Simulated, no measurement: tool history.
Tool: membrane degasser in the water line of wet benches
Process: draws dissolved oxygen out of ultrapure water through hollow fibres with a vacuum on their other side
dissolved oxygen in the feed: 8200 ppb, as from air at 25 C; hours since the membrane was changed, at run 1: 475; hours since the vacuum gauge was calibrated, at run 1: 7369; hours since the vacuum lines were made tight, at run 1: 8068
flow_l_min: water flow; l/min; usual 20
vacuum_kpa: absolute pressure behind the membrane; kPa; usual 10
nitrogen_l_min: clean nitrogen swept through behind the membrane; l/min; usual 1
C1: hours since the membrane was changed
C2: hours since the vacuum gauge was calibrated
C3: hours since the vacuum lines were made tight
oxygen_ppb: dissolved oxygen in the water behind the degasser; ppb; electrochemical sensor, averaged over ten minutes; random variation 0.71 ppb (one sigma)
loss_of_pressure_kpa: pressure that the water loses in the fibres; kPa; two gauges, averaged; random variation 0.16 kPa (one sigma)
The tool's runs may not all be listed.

{"run": 1, "hour": 0.0, "flow_l_min": 20, "vacuum_kpa": 10, "nitrogen_l_min": 1, "C1": 475, "C2": 7369, "C3": 8068, "oxygen_ppb": 309.9, "loss_of_pressure_kpa": 50.5}
{"hour": 95.4, "done": "vacuum gauge calibrated"}
{"run": 2, "hour": 258.8, "flow_l_min": 20, "vacuum_kpa": 10, "nitrogen_l_min": 1, "C1": 733, "C2": 163, "C3": 8326, "oxygen_ppb": 318.7, "loss_of_pressure_kpa": 50.43}
{"run": 3, "hour": 398.3, "flow_l_min": 20, "vacuum_kpa": 10, "nitrogen_l_min": 1, "C1": 872, "C2": 303, "C3": 8465, "oxygen_ppb": 317.3, "loss_of_pressure_kpa": 50.44}
{"run": 4, "hour": 528.2, "flow_l_min": 20, "vacuum_kpa": 10, "nitrogen_l_min": 1, "C1": 1002, "C2": 433, "C3": 8595, "oxygen_ppb": 319.4, "loss_of_pressure_kpa": 50.79}
{"hour": 726.0, "done": "vacuum gauge calibrated, once more"}
{"run": 5, "hour": 774.6, "flow_l_min": 20, "vacuum_kpa": 10, "nitrogen_l_min": 1, "C1": 1248, "C2": 49, "C3": 8841, "oxygen_ppb": 298.7, "loss_of_pressure_kpa": 50.59}
{"run": 6, "hour": 1011.9, "flow_l_min": 20, "vacuum_kpa": 10, "nitrogen_l_min": 1, "C1": 1486, "C2": 286, "C3": 9079, "oxygen_ppb": 298.7, "loss_of_pressure_kpa": 50.94}
{"run": 7, "hour": 1200.8, "flow_l_min": 20, "vacuum_kpa": 10, "nitrogen_l_min": 1, "C1": 1674, "C2": 475, "C3": 9268, "oxygen_ppb": 299.3, "loss_of_pressure_kpa": 50.81}
{"run": 8, "hour": 1385.7, "flow_l_min": 20, "vacuum_kpa": 10, "nitrogen_l_min": 1, "C1": 1859, "C2": 660, "C3": 9452, "oxygen_ppb": 300.4, "loss_of_pressure_kpa": 50.98}
{"run": 9, "hour": 1508.8, "flow_l_min": 20, "vacuum_kpa": 10, "nitrogen_l_min": 1, "C1": 1982, "C2": 783, "C3": 9576, "oxygen_ppb": 298.9, "loss_of_pressure_kpa": 50.88}
{"run": 10, "hour": 1768.8, "flow_l_min": 20, "vacuum_kpa": 10, "nitrogen_l_min": 1, "C1": 2242, "C2": 1043, "C3": 9836, "oxygen_ppb": 300.9, "loss_of_pressure_kpa": 51.03}
{"run": 11, "hour": 1955.6, "flow_l_min": 20, "vacuum_kpa": 10, "nitrogen_l_min": 1, "C1": 2429, "C2": 1230, "C3": 10022, "oxygen_ppb": 300.8, "loss_of_pressure_kpa": 50.93}
{"run": 12, "hour": 2156.0, "flow_l_min": 20, "vacuum_kpa": 10, "nitrogen_l_min": 1, "C1": 2630, "C2": 1430, "C3": 10223, "oxygen_ppb": 300.7, "loss_of_pressure_kpa": 50.67}
{"run": 13, "hour": 2287.8, "flow_l_min": 20, "vacuum_kpa": 8.2, "nitrogen_l_min": 1, "C1": 2761, "C2": 1562, "C3": 10355, "oxygen_ppb": 225.4, "loss_of_pressure_kpa": 50.71}
{"run": 14, "hour": 2451.5, "flow_l_min": 20, "vacuum_kpa": 10, "nitrogen_l_min": 1, "C1": 2925, "C2": 1726, "C3": 10518, "oxygen_ppb": 302, "loss_of_pressure_kpa": 50.95}
{"run": 15, "hour": 2589.3, "flow_l_min": 25, "vacuum_kpa": 8.1, "nitrogen_l_min": 0.81, "C1": 3063, "C2": 1863, "C3": 10656, "oxygen_ppb": 320.5, "loss_of_pressure_kpa": 63.71}
{"run": 16, "hour": 2770.3, "flow_l_min": 18, "vacuum_kpa": 12, "nitrogen_l_min": 0.88, "C1": 3244, "C2": 2044, "C3": 10837, "oxygen_ppb": 392.8, "loss_of_pressure_kpa": 45.71}
{"run": 17, "hour": 2933.8, "flow_l_min": 20, "vacuum_kpa": 12.5, "nitrogen_l_min": 0.74, "C1": 3407, "C2": 2208, "C3": 11000, "oxygen_ppb": 521.7, "loss_of_pressure_kpa": 51.09}
{"run": 18, "hour": 3144.4, "flow_l_min": 23, "vacuum_kpa": 16.1, "nitrogen_l_min": 0.74, "C1": 3618, "C2": 2418, "C3": 11211, "oxygen_ppb": 788.9, "loss_of_pressure_kpa": 58.86}
{"run": 19, "hour": 3379.3, "flow_l_min": 23, "vacuum_kpa": 16.1, "nitrogen_l_min": 0.74, "C1": 3853, "C2": 2653, "C3": 11446, "oxygen_ppb": 788.4, "loss_of_pressure_kpa": 58.72}
{"run": 20, "hour": 3603.3, "flow_l_min": 23, "vacuum_kpa": 16.1, "nitrogen_l_min": 0.74, "C1": 4077, "C2": 2877, "C3": 11670, "oxygen_ppb": 789, "loss_of_pressure_kpa": 58.86}
{"run": 21, "hour": 3844.7, "flow_l_min": 23, "vacuum_kpa": 16.1, "nitrogen_l_min": 0.74, "C1": 4318, "C2": 3119, "C3": 11911, "oxygen_ppb": 793.4, "loss_of_pressure_kpa": 58.96}
{"run": 22, "hour": 4094.9, "flow_l_min": 23, "vacuum_kpa": 9.5, "nitrogen_l_min": 0.74, "C1": 4569, "C2": 3369, "C3": 12162, "oxygen_ppb": 411.6, "loss_of_pressure_kpa": 59.23}
{"run": 23, "hour": 4228.1, "flow_l_min": 24, "vacuum_kpa": 22, "nitrogen_l_min": 0.5, "C1": 4702, "C2": 3502, "C3": 12295, "oxygen_ppb": 1502.5, "loss_of_pressure_kpa": 61.53}
{"run": 24, "hour": 4399.2, "flow_l_min": 14, "vacuum_kpa": 24.5, "nitrogen_l_min": 0.82, "C1": 4873, "C2": 3673, "C3": 12466, "oxygen_ppb": 768.1, "loss_of_pressure_kpa": 35.92}
{"run": 25, "hour": 4660.3, "flow_l_min": 12, "vacuum_kpa": 9.5, "nitrogen_l_min": 0.88, "C1": 5134, "C2": 3934, "C3": 12727, "oxygen_ppb": 204, "loss_of_pressure_kpa": 30.85}
{"run": 26, "hour": 4899.1, "flow_l_min": 12, "vacuum_kpa": 9.5, "nitrogen_l_min": 0.88, "C1": 5373, "C2": 4173, "C3": 12966, "oxygen_ppb": 203.4, "loss_of_pressure_kpa": 30.9}
{"run": 27, "hour": 5039.7, "flow_l_min": 17, "vacuum_kpa": 10, "nitrogen_l_min": 2.95, "C1": 5513, "C2": 4314, "C3": 13106, "oxygen_ppb": 99.2, "loss_of_pressure_kpa": 43.53}

Hidden state at the last listed run before each entry between runs and at the first one after, where it differs:
Between runs 1 and 2: vacuum gauge calibrated (hour 95.4)
  true pressure behind the membrane over the reading, kPa: 0.32 -> 0.51; air that leaks in behind the membrane, l/min: 0.0067 -> 0.0069
  measured less the result without the state, oxygen_ppb: +14.7 -> +22.6 ppb; loss_of_pressure_kpa: +0.08 -> +0.12 kPa
Between runs 4 and 5: vacuum gauge calibrated, once more (hour 726)
  membrane still open, %: 99.7 -> 99.6; true pressure behind the membrane over the reading, kPa: 0.52 -> 0.04; air that leaks in behind the membrane, l/min: 0.007 -> 0.0071
  measured less the result without the state, oxygen_ppb: +23.2 -> +3.1 ppb; loss_of_pressure_kpa: +0.16 -> +0.19 kPa
